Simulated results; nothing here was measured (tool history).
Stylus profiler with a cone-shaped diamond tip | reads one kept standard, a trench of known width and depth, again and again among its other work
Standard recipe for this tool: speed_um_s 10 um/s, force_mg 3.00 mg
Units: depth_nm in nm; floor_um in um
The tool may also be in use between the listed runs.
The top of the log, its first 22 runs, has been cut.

run 23 day=24.304 | speed_um_s=18 force_mg=6.22 | depth_nm=207.10 floor_um=96.07
run 24 day=25.054 | speed_um_s=14 force_mg=1.66 | depth_nm=203.56 floor_um=95.97
run 25 day=26.058 | speed_um_s=16 force_mg=3.15 | depth_nm=204.98 floor_um=96.07
run 26 day=27.083 | speed_um_s=17 force_mg=1.31 | depth_nm=203.36 floor_um=95.92
run 27 day=27.792 | speed_um_s=8 force_mg=1.33 | depth_nm=203.37 floor_um=96.01
-- day=28.050 height scale calibrated on a step standard, once more
run 28 day=28.642 | speed_um_s=12 force_mg=2.38 | depth_nm=203.11 floor_um=96.00
run 29 day=29.462 | speed_um_s=12 force_mg=2.38 | depth_nm=202.92 floor_um=95.93
run 30 day=31.050 | speed_um_s=25 force_mg=2.98 | depth_nm=203.71 floor_um=95.85
run 31 day=32.579 | speed_um_s=5 force_mg=2.07 | depth_nm=202.83 floor_um=95.91
run 32 day=34.179 | speed_um_s=2 force_mg=6.89 | depth_nm=206.66 floor_um=95.91
run 33 day=35.108 | speed_um_s=10 force_mg=2.27 | depth_nm=203.12 floor_um=95.82
run 34 day=36.554 | speed_um_s=5 force_mg=2.27 | depth_nm=203.26 floor_um=95.87
run 35 day=37.912 | speed_um_s=13 force_mg=1.73 | depth_nm=202.66 floor_um=95.81
run 36 day=39.042 | speed_um_s=13 force_mg=1.73 | depth_nm=202.42 floor_um=95.77
run 37 day=40.588 | speed_um_s=39 force_mg=7.56 | depth_nm=207.02 floor_um=95.73

Each row is a separate what-if for the run after 37, all from the same tool condition, not one after another. Results?
run A day=41.862 | speed_um_s=20 force_mg=2.33 | depth_nm=? floor_um=?
run B day=41.862 | speed_um_s=10 force_mg=6.80 | depth_nm=? floor_um=?
run C day=41.862 | speed_um_s=12 force_mg=2.97 | depth_nm=? floor_um=?
run D day=41.862 | speed_um_s=34 force_mg=7.56 | depth_nm=? floor_um=?

run=A depth_nm=203.29 floor_um=95.71
run=B depth_nm=206.57 floor_um=95.72
run=C depth_nm=203.77 floor_um=95.75
run=D depth_nm=207.23 floor_um=95.69
Had the tool no hidden state, the same runs would have come out as:
run=A depth_nm=203.21 floor_um=97.14
run=B depth_nm=206.48 floor_um=97.15
run=C depth_nm=203.68 floor_um=97.18
run=D depth_nm=207.14 floor_um=97.12
